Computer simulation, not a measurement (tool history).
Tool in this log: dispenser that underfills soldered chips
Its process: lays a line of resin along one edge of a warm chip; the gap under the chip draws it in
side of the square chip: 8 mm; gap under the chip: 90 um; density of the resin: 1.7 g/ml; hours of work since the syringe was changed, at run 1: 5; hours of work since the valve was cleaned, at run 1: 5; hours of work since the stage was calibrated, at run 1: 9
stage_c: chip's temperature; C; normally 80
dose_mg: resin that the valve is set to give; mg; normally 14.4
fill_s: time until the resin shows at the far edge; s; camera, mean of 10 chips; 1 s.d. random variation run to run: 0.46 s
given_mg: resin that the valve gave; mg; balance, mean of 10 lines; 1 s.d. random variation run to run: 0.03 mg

| run | day | stage_c | dose_mg | hours of work since the syringe was changed | hours of work since the valve was cleaned | hours of work since the stage was calibrated | fill_s | given_mg |
|---|---|---|---|---|---|---|---|---|
| 1 | 0.000 | 80 | 14.4 | 5 | 5 | 9 | 46.2 | 14.42 |
| 2 | 0.258 | 80 | 16.4 | 10 | 10 | 14 | 58.4 | 16.38 |
|  | 0.362 | new syringe of resin |
| 3 | 0.542 | 80 | 16.4 | 3 | 14 | 18 | 40.2 | 16.36 |
| 4 | 0.912 | 80 | 14.1 | 9 | 20 | 24 | 56.2 | 13.99 |
|  | 1.067 | new syringe of resin |
| 5 | 1.204 | 80 | 14.1 | 2 | 25 | 29 | 39.2 | 14.00 |
| 6 | 1.542 | 80 | 14.1 | 8 | 30 | 34 | 52.9 | 13.92 |
|  | 1.767 | new syringe of resin |
| 7 | 1.917 | 80 | 14.1 | 2 | 36 | 40 | 39.6 | 13.96 |
| 8 | 2.158 | 80 | 14.1 | 6 | 40 | 44 | 50.1 | 13.85 |
|  | 2.475 | new syringe of resin |
| 9 | 2.483 | 80 | 16.6 | 0 | 45 | 49 | 33.4 | 16.34 |
|  | 2.808 | dispensing valve cleaned and set on the balance |
| 10 | 2.950 | 80 | 16.6 | 7 | 2 | 56 | 49.7 | 16.50 |
|  | 3.233 | new syringe of resin |
| 11 | 3.350 | 80 | 16.6 | 2 | 9 | 62 | 37.4 | 16.51 |
| 12 | 3.588 | 80 | 16.6 | 6 | 12 | 66 | 45.8 | 16.44 |
| 13 | 3.875 | 80 | 14.4 | 10 | 17 | 71 | 61.9 | 14.23 |
|  | 3.950 | new syringe of resin |
| 14 | 4.208 | 80 | 14.4 | 4 | 22 | 76 | 42.9 | 14.15 |
|  | 4.646 | new syringe of resin |
| 15 | 4.646 | 80 | 14.4 | 0 | 29 | 83 | 34.6 | 14.18 |
| 16 | 4.917 | 82 | 14.4 | 4 | 34 | 88 | 40.7 | 14.16 |
| 17 | 5.142 | 82 | 14.4 | 8 | 37 | 91 | 49.1 | 14.13 |
|  | 5.342 | new syringe of resin |
| 18 | 5.400 | 76 | 13.0 | 1 | 41 | 95 | 44.0 | 12.66 |
| 19 | 5.738 | 77 | 14.4 | 6 | 47 | 101 | 55.4 | 14.12 |
|  | 5.958 | dispensing valve cleaned and set on the balance |
|  | 6.079 | new syringe of resin |
| 20 | 6.192 | 78 | 14.4 | 2 | 4 | 107 | 41.1 | 14.41 |
| 21 | 6.575 | 78 | 14.4 | 8 | 10 | 113 | 57.8 | 14.36 |
|  | 6.783 | new syringe of resin |
| 22 | 7.008 | 70 | 12.6 | 4 | 17 | 120 | 62.8 | 12.49 |
| 23 | 7.300 | 70 | 12.6 | 8 | 21 | 125 | 83.3 | 12.46 |
|  | 7.496 | new syringe of resin |
| 24 | 7.708 | 94 | 17.2 | 3 | 28 | 132 | 23.7 | 16.96 |
| 25 | 8.142 | 66 | 17.7 | 11 | 35 | 139 | 104.2 | 17.43 |
|  | 8.196 | new syringe of resin |
| 26 | 8.567 | 66 | 17.7 | 6 | 42 | 145 | 81.8 | 17.38 |
| 27 | 8.871 | 66 | 17.7 | 11 | 47 | 150 | 107.2 | 17.32 |
|  | 8.900 | new syringe of resin |
|  | 9.117 | dispensing valve cleaned and set on the balance |
| 28 | 9.150 | 66 | 13.2 | 3 | 1 | 154 | 71.5 | 13.20 |
| 29 | 9.404 | 72 | 13.2 | 8 | 5 | 158 | 72.7 | 13.14 |
|  | 9.638 | new syringe of resin |
| 30 | 9.850 | 86 | 18.3 | 3 | 12 | 165 | 31.3 | 18.19 |
| 31 | 10.125 | 86 | 15.9 | 8 | 16 | 170 | 41.0 | 15.75 |
|  | 10.350 | new syringe of resin |
| 32 | 10.400 | 80 | 14.9 | 1 | 20 | 174 | 36.1 | 14.77 |
| 33 | 10.683 | 85 | 14.9 | 5 | 25 | 179 | 38.2 | 14.73 |
| 34 | 10.892 | 75 | 15.9 | 9 | 29 | 182 | 66.5 | 15.64 |

Forecast each of these 5 alternatives for the next run:
|  | 11.075 | new syringe of resin |
| A | 11.304 | 92 | 12.7 | 4 | 35 | 188 | ? | ? |
|  | 11.075 | new syringe of resin |
| B | 11.304 | 79 | 17.6 | 4 | 35 | 188 | ? | ? |
|  | 11.075 | new syringe of resin |
| C | 11.304 | 82 | 15.9 | 4 | 35 | 188 | ? | ? |
|  | 11.075 | new syringe of resin |
| D | 11.304 | 88 | 14.8 | 4 | 35 | 188 | ? | ? |
|  | 11.075 | new syringe of resin |
| E | 11.304 | 75 | 17.5 | 4 | 35 | 188 | ? | ? |

| run | fill_s | given_mg |
|---|---|---|
| A | 26.4 | 12.51 |
| B | 41.7 | 17.32 |
| C | 37.5 | 15.66 |
| D | 30.0 | 14.51 |
| E | 48.4 | 17.21 |
Take away the tool's hidden state, keep each run's random variation, and the runs would have read:
| run | fill_s | given_mg |
|---|---|---|
| A | 22.2 | 12.72 |
| B | 35.3 | 17.61 |
| C | 31.7 | 15.92 |
| D | 25.3 | 14.75 |
| E | 41.0 | 17.50 |

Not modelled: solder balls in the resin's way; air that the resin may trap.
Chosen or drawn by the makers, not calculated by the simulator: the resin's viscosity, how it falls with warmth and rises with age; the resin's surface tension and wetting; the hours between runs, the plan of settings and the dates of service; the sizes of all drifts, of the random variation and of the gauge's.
